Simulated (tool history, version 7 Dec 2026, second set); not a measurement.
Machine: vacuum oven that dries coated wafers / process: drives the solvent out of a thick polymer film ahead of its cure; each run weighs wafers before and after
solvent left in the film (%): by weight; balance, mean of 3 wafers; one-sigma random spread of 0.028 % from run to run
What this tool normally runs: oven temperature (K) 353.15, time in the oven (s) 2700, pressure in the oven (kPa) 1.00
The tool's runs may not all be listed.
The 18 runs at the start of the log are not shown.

run 19 hour=728.9 | oven_temperature_(K)=353.15 time_in_the_oven_(s)=2700 pressure_in_the_oven_(kPa)=1.00 | solvent_left_in_the_film_(%)=1.27
run 20 hour=765.5 | oven_temperature_(K)=353.15 time_in_the_oven_(s)=2700 pressure_in_the_oven_(kPa)=1.00 | solvent_left_in_the_film_(%)=1.29
run 21 hour=800.3 | oven_temperature_(K)=365.15 time_in_the_oven_(s)=2640 pressure_in_the_oven_(kPa)=2.83 | solvent_left_in_the_film_(%)=0.94
run 22 hour=846.7 | oven_temperature_(K)=365.15 time_in_the_oven_(s)=2640 pressure_in_the_oven_(kPa)=2.83 | solvent_left_in_the_film_(%)=1.01
run 23 hour=882.2 | oven_temperature_(K)=339.15 time_in_the_oven_(s)=1980 pressure_in_the_oven_(kPa)=3.37 | solvent_left_in_the_film_(%)=6.73
run 24 hour=910.6 | oven_temperature_(K)=339.15 time_in_the_oven_(s)=3960 pressure_in_the_oven_(kPa)=1.24 | solvent_left_in_the_film_(%)=2.47
run 25 hour=941.5 | oven_temperature_(K)=342.15 time_in_the_oven_(s)=2040 pressure_in_the_oven_(kPa)=0.73 | solvent_left_in_the_film_(%)=4.25
run 26 hour=988.6 | oven_temperature_(K)=342.15 time_in_the_oven_(s)=2040 pressure_in_the_oven_(kPa)=0.73 | solvent_left_in_the_film_(%)=4.24
run 27 hour=1017.7 | oven_temperature_(K)=358.15 time_in_the_oven_(s)=3060 pressure_in_the_oven_(kPa)=1.83 | solvent_left_in_the_film_(%)=0.98
run 28 hour=1067.1 | oven_temperature_(K)=358.15 time_in_the_oven_(s)=3060 pressure_in_the_oven_(kPa)=2.31 | solvent_left_in_the_film_(%)=1.22
run 29 hour=1125.0 | oven_temperature_(K)=357.15 time_in_the_oven_(s)=1860 pressure_in_the_oven_(kPa)=0.87 | solvent_left_in_the_film_(%)=1.81
run 30 hour=1157.2 | oven_temperature_(K)=357.15 time_in_the_oven_(s)=1860 pressure_in_the_oven_(kPa)=0.87 | solvent_left_in_the_film_(%)=1.78
run 31 hour=1197.1 | oven_temperature_(K)=353.15 time_in_the_oven_(s)=2700 pressure_in_the_oven_(kPa)=1.90 | solvent_left_in_the_film_(%)=1.73
run 32 hour=1227.7 | oven_temperature_(K)=353.15 time_in_the_oven_(s)=1920 pressure_in_the_oven_(kPa)=1.90 | solvent_left_in_the_film_(%)=2.76
run 33 hour=1271.0 | oven_temperature_(K)=366.15 time_in_the_oven_(s)=3300 pressure_in_the_oven_(kPa)=0.53 | solvent_left_in_the_film_(%)=0.30
run 34 hour=1311.1 | oven_temperature_(K)=366.15 time_in_the_oven_(s)=3300 pressure_in_the_oven_(kPa)=0.53 | solvent_left_in_the_film_(%)=0.26
run 35 hour=1344.6 | oven_temperature_(K)=360.15 time_in_the_oven_(s)=2520 pressure_in_the_oven_(kPa)=1.55 | solvent_left_in_the_film_(%)=1.06
-- hour=1375.6 oven's thermocouples calibrated
run 36 hour=1388.3 | oven_temperature_(K)=357.15 time_in_the_oven_(s)=1980 pressure_in_the_oven_(kPa)=0.75 | solvent_left_in_the_film_(%)=1.36
run 37 hour=1415.9 | oven_temperature_(K)=351.15 time_in_the_oven_(s)=1560 pressure_in_the_oven_(kPa)=0.61 | solvent_left_in_the_film_(%)=3.19

3 options for the next run, each taken on its own from the tool as it stands now. Forecast them:
run A hour=1450.3 | oven_temperature_(K)=350.15 time_in_the_oven_(s)=1560 pressure_in_the_oven_(kPa)=0.61 | solvent_left_in_the_film_(%)=?
run B hour=1450.3 | oven_temperature_(K)=341.15 time_in_the_oven_(s)=1380 pressure_in_the_oven_(kPa)=0.91 | solvent_left_in_the_film_(%)=?
run C hour=1450.3 | oven_temperature_(K)=356.15 time_in_the_oven_(s)=1740 pressure_in_the_oven_(kPa)=1.00 | solvent_left_in_the_film_(%)=?

run=A solvent_left_in_the_film_(%)=3.45
run=B solvent_left_in_the_film_(%)=6.50
run=C solvent_left_in_the_film_(%)=2.03
With the hidden condition removed and each run's random variation left untouched, the same runs would have given:
run=A solvent_left_in_the_film_(%)=3.22
run=B solvent_left_in_the_film_(%)=6.22
run=C solvent_left_in_the_film_(%)=1.83
